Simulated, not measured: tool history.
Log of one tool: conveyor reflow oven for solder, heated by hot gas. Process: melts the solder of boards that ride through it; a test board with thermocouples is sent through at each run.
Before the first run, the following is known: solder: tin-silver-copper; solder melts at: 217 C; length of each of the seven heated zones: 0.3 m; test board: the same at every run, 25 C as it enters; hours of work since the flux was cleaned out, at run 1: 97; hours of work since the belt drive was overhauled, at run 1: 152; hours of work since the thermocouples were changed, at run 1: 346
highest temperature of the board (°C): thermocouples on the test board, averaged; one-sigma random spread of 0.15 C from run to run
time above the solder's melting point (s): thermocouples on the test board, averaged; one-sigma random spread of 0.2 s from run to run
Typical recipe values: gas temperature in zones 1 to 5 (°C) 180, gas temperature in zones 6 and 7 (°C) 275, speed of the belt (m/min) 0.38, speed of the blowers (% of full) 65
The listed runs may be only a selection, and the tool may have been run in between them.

| run | day | gas temperature in zones 1 to 5 (°C) | gas temperature in zones 6 and 7 (°C) | speed of the belt (m/min) | speed of the blowers (% of full) | hours of work since the flux was cleaned out | hours of work since the belt drive was overhauled | hours of work since the thermocouples were changed | highest temperature of the board (°C) | time above the solder's melting point (s) |
|---|---|---|---|---|---|---|---|---|---|---|
| 1 | 0 | 180 | 275 | 0.38 | 65 | 97 | 152 | 346 | 259.1 | 79.7 |
| 2 | 0.396 | 180 | 275 | 0.38 | 51 | 104 | 159 | 353 | 255.6 | 75.1 |
| 3 | 0.779 | 180 | 275 | 0.38 | 51 | 111 | 165 | 360 | 255.1 | 75.1 |
| 4 | 1 | 180 | 275 | 0.38 | 51 | 114 | 169 | 363 | 255.2 | 75.3 |
| 5 | 1.325 | 180 | 275 | 0.38 | 51 | 120 | 174 | 369 | 255.4 | 75.1 |
| 6 | 1.554 | 180 | 275 | 0.38 | 51 | 124 | 178 | 373 | 255.4 | 75.2 |
| 7 | 1.825 | 180 | 275 | 0.38 | 65 | 128 | 183 | 377 | 259.2 | 79.6 |
| 8 | 2.196 | 180 | 275 | 0.38 | 65 | 135 | 189 | 384 | 259.3 | 79.3 |
| 9 | 2.45 | 180 | 275 | 0.38 | 65 | 139 | 193 | 388 | 259.2 | 79.8 |
| 10 | 2.804 | 180 | 279 | 0.38 | 65 | 145 | 199 | 394 | 262.5 | 81.8 |
| 11 | 3.196 | 180 | 279 | 0.38 | 65 | 151 | 206 | 401 | 262.8 | 81.5 |
| 12 | 3.417 | 180 | 275 | 0.38 | 65 | 155 | 210 | 404 | 259 | 79.1 |
| 13 | 3.775 | 180 | 275 | 0.38 | 65 | 161 | 216 | 410 | 259.2 | 79.6 |
| 14 | 4.167 | 180 | 275 | 0.38 | 65 | 168 | 222 | 417 | 259.1 | 79 |
| 15 | 4.367 | 168 | 275 | 0.38 | 65 | 171 | 226 | 420 | 257 | 72.3 |
| 16 | 4.754 | 168 | 275 | 0.38 | 65 | 178 | 232 | 427 | 256.8 | 72 |
| 17 | 5.046 | 168 | 275 | 0.38 | 65 | 183 | 237 | 432 | 256.8 | 72.4 |
| 18 | 5.3 | 173 | 275 | 0.455 | 89 | 187 | 242 | 436 | 256.5 | 61.2 |
| 19 | 5.608 | 178 | 275 | 0.417 | 89 | 192 | 247 | 441 | 260.6 | 72.4 |
| 20 | 5.838 | 180 | 275 | 0.406 | 62 | 196 | 251 | 445 | 256.1 | 71 |
| 21 | 6.138 | 192 | 266 | 0.349 | 62 | 201 | 256 | 450 | 255.3 | 91 |
| 22 | 6.383 | 180 | 275 | 0.38 | 75 | 205 | 260 | 455 | 261.1 | 81.6 |
| 23 | 6.833 | 180 | 277 | 0.432 | 77 | 213 | 268 | 462 | 258.9 | 69.3 |
| 24 | 7.092 | 168 | 274 | 0.309 | 61 | 217 | 272 | 466 | 262.1 | 95.2 |
| 25 | 7.417 | 168 | 283 | 0.309 | 61 | 223 | 277 | 472 | 270.4 | 101.5 |
| 26 | 7.829 | 168 | 283 | 0.309 | 61 | 230 | 284 | 479 | 270.5 | 101.9 |
| 27 | 8.25 | 182 | 275 | 0.38 | 83 | 237 | 292 | 486 | 262.9 | 83.4 |
| 28 | 8.621 | 182 | 275 | 0.38 | 83 | 243 | 298 | 492 | 262.7 | 83.9 |
| 29 | 9.008 | 182 | 275 | 0.342 | 65 | 250 | 304 | 499 | 262.6 | 92.8 |
|  | 9.633 | flux residue cleaned out of gas plates and filters |
| 30 | 9.633 | 182 | 275 | 0.451 | 55 | 0 | 311 | 506 | 251.5 | 60.4 |

Below are 5 alternative next runs, each starting from the tool's condition after run 30. Predict each:
| A | 10.012 | 182 | 285 | 0.451 | 55 | 6 | 318 | 512 | ? | ? |
| B | 10.012 | 180 | 274 | 0.38 | 65 | 6 | 318 | 512 | ? | ? |
| C | 10.012 | 180 | 288 | 0.459 | 65 | 6 | 318 | 512 | ? | ? |
| D | 10.012 | 182 | 275 | 0.451 | 82 | 6 | 318 | 512 | ? | ? |
| E | 10.012 | 180 | 278 | 0.457 | 65 | 6 | 318 | 512 | ? | ? |

| run | highest temperature of the board (°C) | time above the solder's melting point (s) |
|---|---|---|
| A | 259.8 | 66.8 |
| B | 259.9 | 79.9 |
| C | 264.4 | 68.1 |
| D | 259.1 | 67.3 |
| E | 256.4 | 62.8 |
Take away the tool's hidden state, keep each run's random variation, and the runs would have read:
| run | highest temperature of the board (°C) | time above the solder's melting point (s) |
|---|---|---|
| A | 258 | 64.8 |
| B | 258.1 | 77.8 |
| C | 262.5 | 66.3 |
| D | 257.4 | 65.5 |
| E | 254.6 | 60.8 |

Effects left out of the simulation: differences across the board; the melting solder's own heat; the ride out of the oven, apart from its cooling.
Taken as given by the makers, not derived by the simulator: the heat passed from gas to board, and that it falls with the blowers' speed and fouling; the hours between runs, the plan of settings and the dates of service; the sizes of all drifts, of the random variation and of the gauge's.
